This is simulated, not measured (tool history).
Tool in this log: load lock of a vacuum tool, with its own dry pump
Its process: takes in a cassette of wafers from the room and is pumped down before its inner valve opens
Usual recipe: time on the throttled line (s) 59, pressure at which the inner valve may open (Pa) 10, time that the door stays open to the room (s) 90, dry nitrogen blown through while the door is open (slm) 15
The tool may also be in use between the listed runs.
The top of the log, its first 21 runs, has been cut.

run,hour,time on the throttled line (s),pressure at which the inner valve may open (Pa),time that the door stays open to the room (s),dry nitrogen blown through while the door is open (slm),hours that the pump has run since its overhaul,times that the door has closed on its seal,"incoming humidity of the room's air, %",time from the closed door until the inner valve may open (s),rise of the pressure with all valves shut (Pa/min)
22,1428.2,38,8,90,15,2235,32755,44.8,95.1,0.448
23,1483.6,38,8,71,20,2290,32990,44.1,94.5,0.441
24,1536.6,66,11,116,27,2343,33215,50.4,113.8,0.458
25,1617.7,54,10,70,19,2425,33559,43.3,107.2,0.453
26,1684.2,54,10,70,19,2491,33842,47.1,106.8,0.467
27,1763.6,69,13,232,19,2570,34178,47.6,117.0,0.468
28,1847.5,69,13,232,19,2654,34535,44.1,117.0,0.483
29,1926.9,69,15,198,19,2734,34872,47.4,116.2,0.486
30,1972.9,69,15,198,19,2780,35067,43.0,116.0,0.503
31,2015.8,69,15,198,19,2823,35250,42.6,116.8,0.494
32,2063.2,36,10,90,6,2870,35451,44.8,93.1,0.506
33,2156.3,36,10,90,6,2963,35846,46.2,92.4,0.525
34,2249.1,36,10,90,6,3056,36240,47.2,92.4,0.525
35,2317.2,59,10,90,7,3124,36529,41.9,110.8,0.529
36,2365.7,59,14,90,8,3173,36735,43.2,108.7,0.529

Alternative continuations, all from the tool just after run 36; predict every row:
A,2422.2,61,15,38,8,3229,36975,47.0,?,?
B,2422.2,59,10,90,7,3229,36975,45.6,?,?
C,2422.2,59,10,90,11,3229,36975,43.0,?,?

run,time from the closed door until the inner valve may open (s),rise of the pressure with all valves shut (Pa/min)
A,110.8,0.526
B,111.2,0.532
C,111.5,0.529
The same runs, with their run-to-run variation unchanged, on a tool lacking any hidden condition would have given:
run,time from the closed door until the inner valve may open (s),rise of the pressure with all valves shut (Pa/min)
A,109.5,0.014
B,109.8,0.024
C,110.1,0.020

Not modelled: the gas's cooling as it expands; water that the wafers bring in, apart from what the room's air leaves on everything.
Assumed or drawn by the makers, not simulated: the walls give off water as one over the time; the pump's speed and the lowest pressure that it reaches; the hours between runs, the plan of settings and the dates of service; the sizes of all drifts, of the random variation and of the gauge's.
